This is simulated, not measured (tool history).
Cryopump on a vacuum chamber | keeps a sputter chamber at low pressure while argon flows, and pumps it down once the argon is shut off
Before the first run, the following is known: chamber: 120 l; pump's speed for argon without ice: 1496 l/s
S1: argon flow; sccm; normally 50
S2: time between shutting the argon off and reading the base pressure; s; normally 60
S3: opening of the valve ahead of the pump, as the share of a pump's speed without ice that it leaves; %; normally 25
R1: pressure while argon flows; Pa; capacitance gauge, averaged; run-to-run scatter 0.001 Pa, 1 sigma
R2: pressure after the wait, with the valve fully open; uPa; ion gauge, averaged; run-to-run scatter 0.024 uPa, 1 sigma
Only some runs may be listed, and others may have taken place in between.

run	hour	S1	S2	S3	R1	R2
1	0.0	50	60	25	0.2337	2.47
2	18.7	50	60	25	0.2346	2.47
3	52.8	50	60	25	0.2340	2.56
4	85.7	50	60	25	0.2369	2.58
5	121.9	50	60	25	0.2351	2.67
6	154.4	50	60	25	0.2381	2.66
7	198.8	50	64	22	0.2711	2.70

Forecast run 8:
8	235.1	98	64	34	?	?

R1: 0.3530 Pa
R2: 2.70 uPa
With the hidden condition absent and the run-to-run variation left alone, this run would have shown R1 0.3269 Pa, R2 0.85 uPa.
